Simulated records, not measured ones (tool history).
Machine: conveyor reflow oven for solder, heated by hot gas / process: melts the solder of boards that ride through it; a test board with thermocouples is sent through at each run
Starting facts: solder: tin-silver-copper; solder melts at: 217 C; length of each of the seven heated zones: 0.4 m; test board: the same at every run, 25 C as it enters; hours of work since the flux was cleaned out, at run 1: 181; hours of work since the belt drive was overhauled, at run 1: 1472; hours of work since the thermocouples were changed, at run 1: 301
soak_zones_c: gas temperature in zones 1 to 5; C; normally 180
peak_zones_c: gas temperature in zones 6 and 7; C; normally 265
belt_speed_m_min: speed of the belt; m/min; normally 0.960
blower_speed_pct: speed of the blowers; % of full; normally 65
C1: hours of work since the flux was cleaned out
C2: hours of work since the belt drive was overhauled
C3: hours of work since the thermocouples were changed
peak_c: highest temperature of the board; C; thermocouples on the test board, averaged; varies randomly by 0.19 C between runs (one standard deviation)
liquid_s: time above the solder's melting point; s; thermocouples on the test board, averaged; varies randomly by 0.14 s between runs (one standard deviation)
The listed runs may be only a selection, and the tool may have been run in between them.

{"run": 1, "day": 0.0, "soak_zones_c": 180, "peak_zones_c": 265, "belt_speed_m_min": 0.96, "blower_speed_pct": 65, "C1": 181, "C2": 1472, "C3": 301, "peak_c": 244.6, "liquid_s": 34.8}
{"run": 2, "day": 3.471, "soak_zones_c": 180, "peak_zones_c": 265, "belt_speed_m_min": 0.96, "blower_speed_pct": 65, "C1": 219, "C2": 1511, "C3": 339, "peak_c": 244.6, "liquid_s": 34.8}
{"run": 3, "day": 5.908, "soak_zones_c": 176, "peak_zones_c": 265, "belt_speed_m_min": 0.96, "blower_speed_pct": 65, "C1": 247, "C2": 1538, "C3": 366, "peak_c": 243.6, "liquid_s": 32.9}
{"run": 4, "day": 9.096, "soak_zones_c": 176, "peak_zones_c": 265, "belt_speed_m_min": 0.96, "blower_speed_pct": 65, "C1": 282, "C2": 1574, "C3": 402, "peak_c": 242.9, "liquid_s": 32.6}
{"run": 5, "day": 11.45, "soak_zones_c": 174, "peak_zones_c": 265, "belt_speed_m_min": 0.96, "blower_speed_pct": 65, "C1": 308, "C2": 1600, "C3": 428, "peak_c": 242.6, "liquid_s": 32.0}
{"run": 6, "day": 13.3, "soak_zones_c": 180, "peak_zones_c": 265, "belt_speed_m_min": 0.96, "blower_speed_pct": 53, "C1": 329, "C2": 1621, "C3": 449, "peak_c": 238.5, "liquid_s": 29.0}
{"day": 15.738, "done": "flux residue cleaned out of gas plates and filters"}
{"run": 7, "day": 16.983, "soak_zones_c": 180, "peak_zones_c": 265, "belt_speed_m_min": 0.96, "blower_speed_pct": 53, "C1": 14, "C2": 1659, "C3": 488, "peak_c": 240.5, "liquid_s": 30.8}
{"day": 18.629, "done": "belt drive overhauled, speed set with a stopwatch"}
{"run": 8, "day": 19.004, "soak_zones_c": 170, "peak_zones_c": 265, "belt_speed_m_min": 0.96, "blower_speed_pct": 65, "C1": 35, "C2": 4, "C3": 508, "peak_c": 241.3, "liquid_s": 28.9}
{"run": 9, "day": 22.283, "soak_zones_c": 186, "peak_zones_c": 265, "belt_speed_m_min": 0.96, "blower_speed_pct": 65, "C1": 71, "C2": 41, "C3": 545, "peak_c": 245.3, "liquid_s": 35.5}
{"run": 10, "day": 25.112, "soak_zones_c": 180, "peak_zones_c": 254, "belt_speed_m_min": 0.96, "blower_speed_pct": 65, "C1": 103, "C2": 72, "C3": 577, "peak_c": 234.9, "liquid_s": 26.2}
{"run": 11, "day": 26.796, "soak_zones_c": 180, "peak_zones_c": 254, "belt_speed_m_min": 0.96, "blower_speed_pct": 65, "C1": 122, "C2": 91, "C3": 595, "peak_c": 234.5, "liquid_s": 26.4}
{"run": 12, "day": 28.908, "soak_zones_c": 180, "peak_zones_c": 257, "belt_speed_m_min": 1.114, "blower_speed_pct": 65, "C1": 145, "C2": 115, "C3": 619, "peak_c": 231.3, "liquid_s": 18.6}
{"run": 13, "day": 32.329, "soak_zones_c": 175, "peak_zones_c": 257, "belt_speed_m_min": 1.104, "blower_speed_pct": 65, "C1": 183, "C2": 153, "C3": 657, "peak_c": 230.4, "liquid_s": 16.8}
{"run": 14, "day": 35.292, "soak_zones_c": 180, "peak_zones_c": 265, "belt_speed_m_min": 0.889, "blower_speed_pct": 65, "C1": 216, "C2": 186, "C3": 690, "peak_c": 245.7, "liquid_s": 37.4}
{"run": 15, "day": 37.508, "soak_zones_c": 180, "peak_zones_c": 265, "belt_speed_m_min": 0.889, "blower_speed_pct": 65, "C1": 241, "C2": 211, "C3": 715, "peak_c": 245.2, "liquid_s": 37.1}
{"run": 16, "day": 39.408, "soak_zones_c": 186, "peak_zones_c": 265, "belt_speed_m_min": 1.001, "blower_speed_pct": 65, "C1": 262, "C2": 232, "C3": 736, "peak_c": 242.5, "liquid_s": 31.9}
{"run": 17, "day": 42.738, "soak_zones_c": 180, "peak_zones_c": 265, "belt_speed_m_min": 0.811, "blower_speed_pct": 65, "C1": 299, "C2": 269, "C3": 773, "peak_c": 248.4, "liquid_s": 43.1}
{"run": 18, "day": 46.054, "soak_zones_c": 180, "peak_zones_c": 263, "belt_speed_m_min": 0.892, "blower_speed_pct": 74, "C1": 336, "C2": 306, "C3": 810, "peak_c": 245.6, "liquid_s": 38.2}
{"day": 47.938, "done": "flux residue cleaned out of gas plates and filters"}
{"run": 19, "day": 48.875, "soak_zones_c": 180, "peak_zones_c": 265, "belt_speed_m_min": 1.029, "blower_speed_pct": 68, "C1": 10, "C2": 335, "C3": 840, "peak_c": 242.8, "liquid_s": 30.0}
{"run": 20, "day": 50.875, "soak_zones_c": 180, "peak_zones_c": 268, "belt_speed_m_min": 0.96, "blower_speed_pct": 54, "C1": 33, "C2": 358, "C3": 862, "peak_c": 240.8, "liquid_s": 30.5}

Predict each of these 4 candidate next runs independently; none follows another, all start after run 20:
{"run": "A", "day": 53.067, "soak_zones_c": 180, "peak_zones_c": 275, "belt_speed_m_min": 1.077, "blower_speed_pct": 75, "C1": 57, "C2": 382, "C3": 886, "peak_c": "?", "liquid_s": "?"}
{"run": "B", "day": 53.067, "soak_zones_c": 180, "peak_zones_c": 268, "belt_speed_m_min": 0.946, "blower_speed_pct": 72, "C1": 57, "C2": 382, "C3": 886, "peak_c": "?", "liquid_s": "?"}
{"run": "C", "day": 53.067, "soak_zones_c": 183, "peak_zones_c": 256, "belt_speed_m_min": 0.96, "blower_speed_pct": 63, "C1": 57, "C2": 382, "C3": 886, "peak_c": "?", "liquid_s": "?"}
{"run": "D", "day": 53.067, "soak_zones_c": 176, "peak_zones_c": 260, "belt_speed_m_min": 0.96, "blower_speed_pct": 54, "C1": 57, "C2": 382, "C3": 886, "peak_c": "?", "liquid_s": "?"}

run=A peak_c=251.6 liquid_s=33.4
run=B peak_c=249.1 liquid_s=37.6
run=C peak_c=236.6 liquid_s=28.8
run=D peak_c=233.9 liquid_s=23.4
Take away the tool's hidden state, keep each run's random variation, and the runs would have read:
run=A peak_c=252.5 liquid_s=33.6
run=B peak_c=249.9 liquid_s=37.7
run=C peak_c=237.3 liquid_s=29.2
run=D peak_c=234.5 liquid_s=23.8
